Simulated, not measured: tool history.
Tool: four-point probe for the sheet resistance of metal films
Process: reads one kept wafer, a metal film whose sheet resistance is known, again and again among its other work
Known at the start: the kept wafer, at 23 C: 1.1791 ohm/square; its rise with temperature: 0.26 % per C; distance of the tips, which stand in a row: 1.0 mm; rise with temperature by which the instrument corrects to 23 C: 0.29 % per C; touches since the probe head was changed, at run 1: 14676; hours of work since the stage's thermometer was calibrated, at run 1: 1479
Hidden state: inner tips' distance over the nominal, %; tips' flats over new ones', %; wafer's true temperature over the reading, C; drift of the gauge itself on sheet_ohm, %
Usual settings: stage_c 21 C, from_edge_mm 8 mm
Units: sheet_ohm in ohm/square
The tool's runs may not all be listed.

run    hour  stage_c  from_edge_mm  touches since the probe head was changed  hours of work since the stage's thermometer was calibrated  sheet_ohm
  1       0       21             8                                     14676                                                        1479   1.183529
  2    63.9       21             8                                     17677                                                        1523   1.183729
  3   115.8       21             8                                     20111                                                        1559     1.1834
  4     180       27             8                                     23129                                                        1604   1.180917
  5   216.2       27             8                                     24826                                                        1629   1.181157
  6   277.6       27             8                                     27710                                                        1672   1.180997
  7   338.2       27             8                                     30555                                                        1715   1.180029
  8   391.5       27             8                                     33061                                                        1752   1.179897
  9   462.6       27             8                                     36400                                                        1802   1.179635
 10   503.3       27             8                                     38309                                                        1830   1.179768
      524.8  -- stage's thermometer calibrated
 11   569.5       27             8                                     41396                                                          31   1.179754
 12   636.5       34             8                                     44540                                                          78   1.176899
 13   678.2       25             8                                     46501                                                         107   1.180151
 14   735.9       25             8                                     49210                                                         147   1.179364
 15   779.2       28             8                                     51242                                                         178   1.178239
 16   841.3       28             8                                     54158                                                         221   1.178253
 17   886.8       21            30                                     56294                                                         253     1.1708
 18   944.3       21            30                                     58996                                                         293   1.170682
 19   979.8       21            30                                     60665                                                         318   1.170691
 20    1039       21            30                                     63442                                                         359   1.170036
 21    1071       21             8                                     64944                                                         381   1.179284
 22  1130.8       29             8                                     67754                                                         423   1.176075
     1146.5  -- new probe head fitted
 23  1166.9       29             8                                       961                                                         448   1.183091
 24  1239.1       29             8                                      4351                                                         498    1.18267
 25  1268.8       20            20                                      5745                                                         519    1.17745
 26  1308.3       20            20                                      7597                                                         547   1.177694
 27    1347       20            20                                      9415                                                         574   1.177329
 28  1403.9       20            20                                     12090                                                         613   1.176993
 29  1461.5       21            29                                     14795                                                         654   1.175702
 30    1515       21            75                                     17306                                                         691   1.174641
 31  1550.8       21            75                                     18988                                                         716   1.174184
 32  1617.2       20            42                                     22105                                                         762   1.174182
 33  1683.1       21             6                                     25201                                                         808   1.191131
 34  1735.7       21            29                                     27668                                                         845   1.174038
 35  1769.3       21            29                                     29248                                                         869   1.173739
 36  1815.1       20             6                                     31399                                                         901   1.190593
 37  1857.4       27            22                                     33384                                                         930   1.172186
 38  1901.8       21            68                                     35469                                                         961   1.172333
 39  1972.9       21             5                                     38808                                                        1011   1.197012
 40  2020.4       31            60                                     41038                                                        1044   1.168997
 41  2064.7       19             4                                     43121                                                        1075   1.210575
 42  2110.3       29            35                                     45261                                                        1107   1.169248
 43  2157.6       21            37                                     47483                                                        1140   1.171774
 44  2220.8       21            37                                     50449                                                        1184   1.171857
 45  2266.6       21            37                                     52600                                                        1216   1.171293
 46  2305.1       23            13                                     54411                                                        1243     1.1735

Forecast each of these 3 alternatives for the next run:
  A  2377.4       24            36                                     57805                                                        1293          ?
  B  2377.4       24             9                                     57805                                                        1293          ?
  C  2377.4       20             8                                     57805                                                        1293          ?

run  sheet_ohm
  A   1.169829
  B   1.176509
  C    1.18033
Without the tool's hidden state the same runs would have given:
run  sheet_ohm
  A   1.179524
  B   1.186255
  C    1.19011

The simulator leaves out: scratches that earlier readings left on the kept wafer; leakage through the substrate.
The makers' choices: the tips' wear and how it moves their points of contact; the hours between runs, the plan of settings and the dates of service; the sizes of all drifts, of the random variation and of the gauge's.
